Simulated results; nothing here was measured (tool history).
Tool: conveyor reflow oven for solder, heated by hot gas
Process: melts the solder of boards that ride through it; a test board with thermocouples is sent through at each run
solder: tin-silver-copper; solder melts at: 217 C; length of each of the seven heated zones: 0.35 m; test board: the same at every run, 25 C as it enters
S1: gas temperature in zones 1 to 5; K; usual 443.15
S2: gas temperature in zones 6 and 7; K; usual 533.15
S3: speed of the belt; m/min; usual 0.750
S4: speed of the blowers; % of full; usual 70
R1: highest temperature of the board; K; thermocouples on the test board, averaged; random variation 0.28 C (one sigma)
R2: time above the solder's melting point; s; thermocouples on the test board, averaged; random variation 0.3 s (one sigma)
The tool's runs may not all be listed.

{"run": 1, "day": 0.0, "S1": 443.15, "S2": 533.15, "S3": 0.75, "S4": 70, "R1": 513.95, "R2": 31.9}
{"run": 2, "day": 0.8, "S1": 443.15, "S2": 533.15, "S3": 0.75, "S4": 70, "R1": 513.25, "R2": 31.9}
{"run": 3, "day": 1.238, "S1": 443.15, "S2": 545.15, "S3": 0.75, "S4": 70, "R1": 523.35, "R2": 38.7}
{"run": 4, "day": 1.729, "S1": 443.15, "S2": 545.15, "S3": 0.75, "S4": 70, "R1": 522.85, "R2": 38.8}
{"run": 5, "day": 2.321, "S1": 443.15, "S2": 533.15, "S3": 0.75, "S4": 70, "R1": 513.35, "R2": 32.2}
{"run": 6, "day": 2.85, "S1": 443.15, "S2": 536.15, "S3": 0.75, "S4": 70, "R1": 515.95, "R2": 34.1}
{"run": 7, "day": 3.467, "S1": 443.15, "S2": 536.15, "S3": 0.75, "S4": 70, "R1": 515.45, "R2": 34.3}
{"run": 8, "day": 3.938, "S1": 443.15, "S2": 536.15, "S3": 0.75, "S4": 70, "R1": 515.55, "R2": 34.0}
{"run": 9, "day": 4.588, "S1": 443.15, "S2": 536.15, "S3": 0.75, "S4": 70, "R1": 516.15, "R2": 33.5}
{"run": 10, "day": 5.162, "S1": 443.15, "S2": 536.15, "S3": 0.75, "S4": 70, "R1": 516.25, "R2": 33.6}
{"run": 11, "day": 5.829, "S1": 443.15, "S2": 533.15, "S3": 0.75, "S4": 83, "R1": 517.25, "R2": 35.3}
{"run": 12, "day": 6.3, "S1": 443.15, "S2": 533.15, "S3": 0.75, "S4": 83, "R1": 517.15, "R2": 35.4}
{"run": 13, "day": 6.896, "S1": 442.15, "S2": 533.15, "S3": 0.75, "S4": 70, "R1": 513.15, "R2": 31.4}
{"run": 14, "day": 7.588, "S1": 443.15, "S2": 539.15, "S3": 0.75, "S4": 70, "R1": 518.35, "R2": 35.7}
{"run": 15, "day": 8.1, "S1": 457.15, "S2": 533.15, "S3": 0.75, "S4": 70, "R1": 516.55, "R2": 38.6}
{"run": 16, "day": 8.688, "S1": 457.15, "S2": 533.15, "S3": 0.75, "S4": 70, "R1": 516.55, "R2": 38.1}
{"run": 17, "day": 9.258, "S1": 443.15, "S2": 530.15, "S3": 0.721, "S4": 53, "R1": 506.25, "R2": 25.7}
{"run": 18, "day": 9.65, "S1": 443.15, "S2": 530.15, "S3": 0.721, "S4": 53, "R1": 506.45, "R2": 25.4}
{"run": 19, "day": 10.112, "S1": 452.15, "S2": 535.15, "S3": 0.802, "S4": 63, "R1": 511.95, "R2": 29.8}

Run 20 comes next. What will it give?
{"run": 20, "day": 10.683, "S1": 452.15, "S2": 535.15, "S3": 0.802, "S4": 63, "R1": "?", "R2": "?"}

Run 20 gave R1 512.15 K, R2 30.3 s.
Without the tool's hidden state the same run would have given R1 512.25 K, R2 30.4 s.
